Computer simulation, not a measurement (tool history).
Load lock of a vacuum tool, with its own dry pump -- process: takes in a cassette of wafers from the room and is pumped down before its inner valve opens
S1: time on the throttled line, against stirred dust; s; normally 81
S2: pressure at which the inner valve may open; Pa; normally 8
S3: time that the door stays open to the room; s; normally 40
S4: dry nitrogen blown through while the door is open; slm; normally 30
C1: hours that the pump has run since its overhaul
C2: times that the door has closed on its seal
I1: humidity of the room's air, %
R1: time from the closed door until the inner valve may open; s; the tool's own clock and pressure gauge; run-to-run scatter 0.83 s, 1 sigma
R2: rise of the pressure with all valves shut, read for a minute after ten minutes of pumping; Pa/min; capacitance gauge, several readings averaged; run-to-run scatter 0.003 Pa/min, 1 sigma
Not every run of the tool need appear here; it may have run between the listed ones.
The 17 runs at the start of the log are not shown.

run 18 day=51.571 | S1=81 S2=9 S3=33 S4=30 | C1=2572 C2=16483 | I1=42.6 | R1=132.6 R2=0.081
run 19 day=53.379 | S1=135 S2=9 S3=33 S4=30 | C1=2615 C2=16684 | I1=45.6 | R1=174.2 R2=0.091
run 20 day=55.233 | S1=81 S2=11 S3=40 S4=30 | C1=2660 C2=16891 | I1=46.9 | R1=132.0 R2=0.094
run 21 day=57.696 | S1=81 S2=9 S3=224 S4=30 | C1=2719 C2=17166 | I1=42.6 | R1=132.6 R2=0.143
run 22 day=59.575 | S1=155 S2=7 S3=48 S4=5 | C1=2764 C2=17376 | I1=43.0 | R1=193.4 R2=0.117
run 23 day=63.808 | S1=59 S2=8 S3=57 S4=30 | C1=2866 C2=17848 | I1=46.1 | R1=116.7 R2=0.105
run 24 day=66.812 | S1=155 S2=11 S3=40 S4=30 | C1=2938 C2=18184 | I1=44.9 | R1=188.9 R2=0.098
run 25 day=69.208 | S1=155 S2=11 S3=40 S4=30 | C1=2995 C2=18451 | I1=45.2 | R1=190.2 R2=0.100
run 26 day=72.479 | S1=155 S2=11 S3=40 S4=30 | C1=3074 C2=18816 | I1=47.2 | R1=191.2 R2=0.108
run 27 day=74.533 | S1=109 S2=8 S3=40 S4=16 | C1=3123 C2=19045 | I1=44.8 | R1=157.8 R2=0.108
run 28 day=77.375 | S1=63 S2=11 S3=40 S4=16 | C1=3191 C2=19363 | I1=44.3 | R1=117.4 R2=0.110
run 29 day=79.533 | S1=71 S2=8 S3=239 S4=13 | C1=3243 C2=19603 | I1=42.5 | R1=124.8 R2=0.183
run 30 day=83.146 | S1=71 S2=8 S3=239 S4=13 | C1=3330 C2=20006 | I1=44.0 | R1=127.5 R2=0.191
run 31 day=86.096 | S1=117 S2=13 S3=40 S4=30 | C1=3400 C2=20336 | I1=49.0 | R1=157.9 R2=0.114

Estimate the outcome of run 32 from the log above:
run 32 day=89.950 | S1=117 S2=13 S3=40 S4=30 | C1=3493 C2=20766 | I1=45.5 | R1=? R2=?

{"run 32": {"R1": 159.5, "R2": 0.114}}
Take away the tool's hidden state, keep the run-to-run variation as it was, and the same run would have given R1 155.6 s, R2 0.027 Pa/min.

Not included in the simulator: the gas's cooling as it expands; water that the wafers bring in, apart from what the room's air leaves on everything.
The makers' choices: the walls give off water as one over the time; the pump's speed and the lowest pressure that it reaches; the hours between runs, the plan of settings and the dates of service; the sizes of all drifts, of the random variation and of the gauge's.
